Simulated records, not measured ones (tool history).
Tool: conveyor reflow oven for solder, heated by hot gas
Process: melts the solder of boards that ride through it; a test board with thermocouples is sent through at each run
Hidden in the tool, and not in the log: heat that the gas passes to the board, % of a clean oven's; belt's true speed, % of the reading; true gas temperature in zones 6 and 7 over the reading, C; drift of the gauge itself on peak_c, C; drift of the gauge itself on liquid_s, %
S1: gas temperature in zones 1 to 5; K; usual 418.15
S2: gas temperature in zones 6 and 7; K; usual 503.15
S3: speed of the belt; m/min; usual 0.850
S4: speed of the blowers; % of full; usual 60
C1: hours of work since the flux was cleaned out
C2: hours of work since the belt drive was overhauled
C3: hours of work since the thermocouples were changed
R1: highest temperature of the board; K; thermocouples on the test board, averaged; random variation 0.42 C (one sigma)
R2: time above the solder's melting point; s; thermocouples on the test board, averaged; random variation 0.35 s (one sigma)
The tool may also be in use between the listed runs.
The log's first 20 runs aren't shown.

run     day      S1      S2     S3  S4   C1   C2   C3      R1    R2
     35.121  -- flux residue cleaned out of gas plates and filters
 21  35.546  423.15  515.15  0.850  60    6  803  170  495.75  49.5
     36.033  -- belt drive overhauled, speed set with a stopwatch
 22  37.612  426.15  516.15  0.850  61   31   21  196  497.25  50.1
 23  39.500  421.15  510.15  0.913  88   57   47  221  494.85  43.6
 24  40.796  418.15  503.15  0.696  58   74   64  239  488.55  54.0
 25  43.212  407.15  508.15  0.755  60  107   97  271  488.55  45.6
 26  44.600  407.15  508.15  0.755  54  125  115  290  486.95  43.5
 27  46.129  410.15  513.15  0.788  64  146  136  310  492.35  46.3
 28  48.596  410.15  503.15  0.850  60  179  169  344  480.65  34.5
 29  50.779  426.15  503.15  0.850  60  209  199  373  484.05  41.3
     52.788  -- flux residue cleaned out of gas plates and filters
 30  52.838  426.15  510.15  0.862  60    1  224  398  490.45  46.5
 31  54.271  410.15  503.15  0.850  59   20  243  417  481.65  35.7

Forecast each of these 3 alternatives for the next run:
  A  56.000  403.15  503.15  0.902  88  43  266  441   ?   ?
  B  56.000  405.15  507.15  0.841  60  43  266  441   ?   ?
  C  56.000  427.15  503.15  0.994  50  43  266  441   ?   ?

run      R1    R2
  A  484.45  35.9
  B  485.25  36.4
  C  477.15  29.9
Without the tool's hidden state the same runs would have given:
run      R1    R2
  A  485.35  36.2
  B  485.95  36.6
  C  477.75  30.2
